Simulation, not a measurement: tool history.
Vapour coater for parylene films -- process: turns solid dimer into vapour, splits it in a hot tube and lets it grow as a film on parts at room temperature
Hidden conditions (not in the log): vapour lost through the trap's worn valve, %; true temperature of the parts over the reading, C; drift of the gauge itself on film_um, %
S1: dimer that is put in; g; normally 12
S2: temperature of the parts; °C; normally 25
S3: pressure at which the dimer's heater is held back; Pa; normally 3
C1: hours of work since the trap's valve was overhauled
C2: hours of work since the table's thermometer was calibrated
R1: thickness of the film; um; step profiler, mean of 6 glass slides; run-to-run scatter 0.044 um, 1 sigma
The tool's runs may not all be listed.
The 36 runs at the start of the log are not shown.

run	hour	S1	S2	S3	C1	C2	R1
37	1549.2	5	21	5.64	561	234	2.12
38	1590.6	16	19	5.92	592	265	7.2
39	1623.3	20	25	3	617	289	8.4
# hour 1635.8: trap's valve overhauled
40	1679	11	18	4.57	32	328	5.99
41	1722.1	12	28	6.76	64	360	4.51
42	1763.9	13	20	3	96	391	7.09
43	1814.8	12	25	10.92	134	429	4.52
44	1850.1	7	25	10.92	160	456	2.66
45	1884.8	5	26	8.4	186	482	1.89
46	1931.2	5	28	2.55	221	516	2.18
47	1957.3	12	23	2.55	240	536	6

Consider 4 possible next runs. They are alternatives, not a sequence: every one starts from the tool as it was left by run 47. What does each give?
A	2018.1	14	23	2.55	286	581	?
B	2018.1	13	22	3	286	581	?
C	2018.1	9	19	3	286	581	?
D	2018.1	9	23	2.04	286	581	?

run	R1
A	6.85
B	6.31
C	4.85
D	4.5
Had the tool no hidden state, the same runs would have come out as:
run	R1
A	7.16
B	6.6
C	5.07
D	4.7

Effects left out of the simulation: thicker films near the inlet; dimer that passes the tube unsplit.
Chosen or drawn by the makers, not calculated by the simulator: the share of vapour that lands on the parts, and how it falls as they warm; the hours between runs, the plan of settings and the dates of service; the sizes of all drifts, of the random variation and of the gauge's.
